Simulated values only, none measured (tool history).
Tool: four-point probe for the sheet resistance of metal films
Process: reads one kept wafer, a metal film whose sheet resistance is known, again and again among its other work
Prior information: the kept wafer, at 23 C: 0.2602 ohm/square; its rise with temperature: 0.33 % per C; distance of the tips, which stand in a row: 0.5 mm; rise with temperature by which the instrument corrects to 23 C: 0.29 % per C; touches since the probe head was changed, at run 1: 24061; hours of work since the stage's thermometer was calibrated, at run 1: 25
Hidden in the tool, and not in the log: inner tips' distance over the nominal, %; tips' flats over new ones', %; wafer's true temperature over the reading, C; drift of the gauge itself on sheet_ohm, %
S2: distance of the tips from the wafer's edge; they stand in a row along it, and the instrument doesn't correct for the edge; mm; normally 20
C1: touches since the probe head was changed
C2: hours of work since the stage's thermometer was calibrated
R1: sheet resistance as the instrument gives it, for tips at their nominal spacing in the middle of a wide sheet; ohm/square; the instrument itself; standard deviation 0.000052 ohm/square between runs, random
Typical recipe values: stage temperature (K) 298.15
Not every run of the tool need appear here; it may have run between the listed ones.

Run 1, hour 0: usual settings; C1 24061; C2 25. Result: R1 0.260498 ohm/square.
Run 2, hour 33.8: usual settings; C1 24927; C2 45. Result: R1 0.260464 ohm/square.
Run 3, hour 82.5: usual settings; C1 26175; C2 73. Result: R1 0.260506 ohm/square.
Run 4, hour 129.1: usual settings; C1 27370; C2 101. Result: R1 0.260463 ohm/square.
Run 5, hour 163.2: usual settings; C1 28245; C2 121. Result: R1 0.260655 ohm/square.
Run 6, hour 223.2: usual settings; C1 29782; C2 156. Result: R1 0.260447 ohm/square.
Run 7, hour 261.5: usual settings but stage temperature (K) 297.15; C1 30763; C2 179. Result: R1 0.260382 ohm/square.
Run 8, hour 319.2: usual settings but stage temperature (K) 292.15; C1 32243; C2 213. Result: R1 0.259934 ohm/square.
Run 9, hour 360.9: usual settings but stage temperature (K) 292.15; C1 33311; C2 237. Result: R1 0.259877 ohm/square.
Run 10, hour 418.7: usual settings; C1 34793; C2 271. Result: R1 0.260461 ohm/square.
Run 11, hour 454.4: usual settings; C1 35708; C2 292. Result: R1 0.260448 ohm/square.
Run 12, hour 486.4: usual settings; C1 36528; C2 311. Result: R1 0.26059 ohm/square.
Run 13, hour 550: usual settings but stage temperature (K) 299.15; C1 38159; C2 349. Result: R1 0.260612 ohm/square.
Run 14, hour 590.8: usual settings; C1 39204; C2 373. Result: R1 0.260479 ohm/square.
Run 15, hour 630: usual settings; C1 40207; C2 396. Result: R1 0.260456 ohm/square.
Run 16, hour 658.3: usual settings; C1 40933; C2 412. Result: R1 0.260515 ohm/square.
Run 17, hour 715.8: usual settings; C1 42406; C2 446. Result: R1 0.260516 ohm/square.
Run 18, hour 747.2: usual settings; C1 43212; C2 465. Result: R1 0.260482 ohm/square.
Run 19, hour 776.2: usual settings; C1 43955; C2 482. Result: R1 0.260444 ohm/square.
Run 20, hour 806.5: usual settings but stage temperature (K) 307.15, S2 9 mm; C1 44731; C2 500. Result: R1 0.261746 ohm/square.
Run 21, hour 868: usual settings but stage temperature (K) 307.15, S2 9 mm; C1 46307; C2 536. Result: R1 0.26169 ohm/square.
Run 22, hour 925.4: usual settings but stage temperature (K) 295.15, S2 48 mm; C1 47779; C2 570. Result: R1 0.26016 ohm/square.
Run 23, hour 978: usual settings but stage temperature (K) 294.15, S2 16 mm; C1 49128; C2 601. Result: R1 0.260149 ohm/square.
Run 24, hour 1013.9: usual settings but stage temperature (K) 294.15, S2 16 mm; C1 50048; C2 622. Result: R1 0.26021 ohm/square.
Run 25, hour 1045.7: usual settings but stage temperature (K) 294.15, S2 16 mm; C1 50862; C2 640. Result: R1 0.260127 ohm/square.
Run 26, hour 1102.9: usual settings but stage temperature (K) 293.15, S2 46 mm; C1 52327; C2 674. Result: R1 0.259904 ohm/square.
Run 27, hour 1155.9: usual settings but stage temperature (K) 302.15, S2 48 mm; C1 53687; C2 705. Result: R1 0.260813 ohm/square.
Run 28, hour 1204.5: usual settings but stage temperature (K) 304.15, S2 34 mm; C1 54933; C2 734. Result: R1 0.261002 ohm/square.
Run 29, hour 1252.3: usual settings but stage temperature (K) 304.15, S2 34 mm; C1 56157; C2 762. Result: R1 0.26103 ohm/square.
Run 30, hour 1297.9: usual settings but stage temperature (K) 294.15; C1 57325; C2 789. Result: R1 0.26014 ohm/square.
Run 31, hour 1342.9: usual settings but stage temperature (K) 294.15; C1 58480; C2 815. Result: R1 0.26012 ohm/square.
Run 32, hour 1372.6: usual settings but stage temperature (K) 294.15; C1 59242; C2 833. Result: R1 0.260174 ohm/square.
Run 33, hour 1423.3: usual settings but stage temperature (K) 294.15, S2 15 mm; C1 60539; C2 863. Result: R1 0.260141 ohm/square.
Run 34, hour 1464.5: usual settings but stage temperature (K) 305.15, S2 67 mm; C1 61596; C2 887. Result: R1 0.261029 ohm/square.
Run 35, hour 1530: usual settings but S2 71 mm; C1 63275; C2 925. Result: R1 0.260459 ohm/square.
At hour 1566.6: new probe head fitted.
Run 36, hour 1584.1: usual settings but stage temperature (K) 296.15, S2 4 mm; C1 449; C2 957. Result: R1 0.262395 ohm/square.
Run 37, hour 1616.9: usual settings but stage temperature (K) 300.15, S2 40 mm; C1 1289; C2 976. Result: R1 0.260673 ohm/square.

3 options for the next run, each taken on its own from the tool as it stands now. Forecast them:
Run A, hour 1661.2: usual settings but stage temperature (K) 294.15, S2 14 mm; C1 2423; C2 1002. Result: R1 ?.
Run B, hour 1661.2: usual settings but stage temperature (K) 305.15, S2 5 mm; C1 2423; C2 1002. Result: R1 ?.
Run C, hour 1661.2: usual settings but S2 34 mm; C1 2423; C2 1002. Result: R1 ?.

run        R1
  A  0.260148
  B  0.262547
  C  0.260536
Without the tool's unlogged condition, the same runs would have read:
run        R1
  A  0.260144
  B  0.262543
  C  0.260532

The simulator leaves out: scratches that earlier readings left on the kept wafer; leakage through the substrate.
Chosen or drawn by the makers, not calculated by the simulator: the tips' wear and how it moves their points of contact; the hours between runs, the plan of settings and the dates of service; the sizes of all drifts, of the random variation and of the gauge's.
